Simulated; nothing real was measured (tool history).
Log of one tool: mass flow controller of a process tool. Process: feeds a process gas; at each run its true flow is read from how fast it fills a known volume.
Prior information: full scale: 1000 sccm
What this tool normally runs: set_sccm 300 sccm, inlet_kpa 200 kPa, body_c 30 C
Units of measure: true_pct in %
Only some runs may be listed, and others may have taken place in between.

{"run": 1, "hour": 0.0, "set_sccm": 300, "inlet_kpa": 200, "body_c": 30, "true_pct": 98.62}
{"run": 2, "hour": 413.1, "set_sccm": 300, "inlet_kpa": 200, "body_c": 30, "true_pct": 98.78}
{"run": 3, "hour": 644.3, "set_sccm": 656, "inlet_kpa": 200, "body_c": 30, "true_pct": 99.41}
{"run": 4, "hour": 1035.9, "set_sccm": 656, "inlet_kpa": 200, "body_c": 30, "true_pct": 99.39}
{"run": 5, "hour": 1397.2, "set_sccm": 656, "inlet_kpa": 200, "body_c": 30, "true_pct": 99.48}
{"run": 6, "hour": 1746.5, "set_sccm": 115, "inlet_kpa": 200, "body_c": 30, "true_pct": 98.78}
{"run": 7, "hour": 2072.2, "set_sccm": 300, "inlet_kpa": 200, "body_c": 30, "true_pct": 99.14}
{"run": 8, "hour": 2351.6, "set_sccm": 300, "inlet_kpa": 200, "body_c": 30, "true_pct": 99.27}
{"run": 9, "hour": 2687.7, "set_sccm": 300, "inlet_kpa": 200, "body_c": 30, "true_pct": 99.31}
{"run": 10, "hour": 2987.3, "set_sccm": 300, "inlet_kpa": 195, "body_c": 30, "true_pct": 99.5}
{"run": 11, "hour": 3389.9, "set_sccm": 300, "inlet_kpa": 195, "body_c": 30, "true_pct": 99.56}
{"run": 12, "hour": 3686.6, "set_sccm": 300, "inlet_kpa": 186, "body_c": 38, "true_pct": 98.86}
{"run": 13, "hour": 3981.0, "set_sccm": 300, "inlet_kpa": 160, "body_c": 22, "true_pct": 100.47}
{"run": 14, "hour": 4158.8, "set_sccm": 234, "inlet_kpa": 148, "body_c": 33, "true_pct": 99.58}
{"hour": 4464.2, "done": "controller's zero set anew"}
{"run": 15, "hour": 4546.5, "set_sccm": 825, "inlet_kpa": 279, "body_c": 21, "true_pct": 101.24}
{"run": 16, "hour": 4913.7, "set_sccm": 294, "inlet_kpa": 148, "body_c": 31, "true_pct": 100.01}
{"run": 17, "hour": 5325.9, "set_sccm": 294, "inlet_kpa": 148, "body_c": 31, "true_pct": 99.93}
{"run": 18, "hour": 5697.0, "set_sccm": 294, "inlet_kpa": 148, "body_c": 31, "true_pct": 100.22}
{"run": 19, "hour": 5953.6, "set_sccm": 337, "inlet_kpa": 260, "body_c": 30, "true_pct": 100.32}
{"run": 20, "hour": 6271.3, "set_sccm": 681, "inlet_kpa": 174, "body_c": 30, "true_pct": 100.88}
{"run": 21, "hour": 6551.4, "set_sccm": 874, "inlet_kpa": 258, "body_c": 30, "true_pct": 101.02}

Results per run with the tool's hidden condition removed, run-to-run variation unchanged:
Hidden state present: flow at rest that the sensor doesn't see, % of full scale; true flow over the shown one, %; drift of the gauge itself on true_pct, %.
run=1 true_pct=98.63
run=2 true_pct=98.68
run=3 true_pct=99.24
run=4 true_pct=99.10
run=5 true_pct=99.10
run=6 true_pct=98.34
run=7 true_pct=98.58
run=8 true_pct=98.64
run=9 true_pct=98.58
run=10 true_pct=98.69
run=11 true_pct=98.63
run=12 true_pct=97.86
run=13 true_pct=99.38
run=14 true_pct=98.46
run=15 true_pct=99.96
run=16 true_pct=98.64
run=17 true_pct=98.45
run=18 true_pct=98.64
run=19 true_pct=98.67
run=20 true_pct=99.14
run=21 true_pct=99.19
